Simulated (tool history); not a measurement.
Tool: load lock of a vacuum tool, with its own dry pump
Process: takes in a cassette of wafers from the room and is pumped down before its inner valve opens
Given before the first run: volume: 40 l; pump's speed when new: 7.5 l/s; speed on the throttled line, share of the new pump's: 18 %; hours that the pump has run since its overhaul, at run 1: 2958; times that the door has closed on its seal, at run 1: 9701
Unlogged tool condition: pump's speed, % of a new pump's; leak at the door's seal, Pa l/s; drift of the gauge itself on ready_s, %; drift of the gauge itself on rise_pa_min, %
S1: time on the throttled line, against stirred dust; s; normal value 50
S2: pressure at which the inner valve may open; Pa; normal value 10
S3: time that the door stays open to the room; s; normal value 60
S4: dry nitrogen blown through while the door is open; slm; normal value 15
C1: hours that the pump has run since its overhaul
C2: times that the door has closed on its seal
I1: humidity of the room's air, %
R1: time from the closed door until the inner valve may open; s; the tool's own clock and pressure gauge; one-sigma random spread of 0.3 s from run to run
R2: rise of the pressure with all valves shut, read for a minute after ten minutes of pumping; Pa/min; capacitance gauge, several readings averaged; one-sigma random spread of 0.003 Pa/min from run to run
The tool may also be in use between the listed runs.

run	hour	S1	S2	S3	S4	C1	C2	I1	R1	R2
1	0.0	50	10	60	15	2958	9701	43.0	91.7	0.154
2	276.7	50	10	60	15	3234	9992	42.1	92.1	0.162
3	671.7	50	10	60	15	3629	10407	48.2	91.9	0.170
4	1128.1	44	10	60	15	4086	10886	43.0	86.5	0.174
5	1631.6	44	10	60	15	4589	11415	44.3	87.1	0.187
6	2187.6	50	10	60	15	5145	11999	46.6	92.1	0.196
7	2569.0	50	10	60	15	5527	12400	45.2	92.4	0.206
8	3086.1	50	10	60	5	6044	12943	44.4	92.8	0.224
9	3462.0	50	10	60	15	6420	13338	44.9	92.4	0.212
10	3765.2	50	10	60	15	6723	13656	43.2	93.3	0.224
11	4286.0	50	10	229	15	7244	14203	46.9	93.4	0.302
12	4611.3	50	10	60	15	7569	14545	46.4	93.1	0.238
13	4872.2	50	10	60	15	7830	14819	44.9	93.4	0.245
14	5362.0	50	10	60	15	8320	15334	45.7	93.6	0.259
15	5816.9	50	10	60	14	8774	15811	47.7	93.5	0.267
16	6363.5	50	9	60	15	9321	16386	44.8	94.7	0.278
17	6713.3	50	9	60	15	9671	16753	45.2	95.1	0.287
18	7006.4	50	9	60	15	9964	17061	48.2	94.8	0.295
19	7504.5	50	10	60	15	10462	17584	44.2	95.0	0.306
20	8003.1	69	19	37	15	10961	18108	46.1	105.9	0.302
21	8432.2	50	10	75	15	11390	18559	44.8	94.7	0.331
22	8806.1	50	13	60	26	11764	18952	43.5	92.9	0.329

Predict the results of run 23:
23	9047.0	34	10	41	8	12005	19205	47.5	?	?

{"run 23": {"R1": 81.9, "R2": 0.345}}
The same run, on a tool lacking any hidden state, would have yielded R1 77.2 s, R2 0.048 Pa/min.
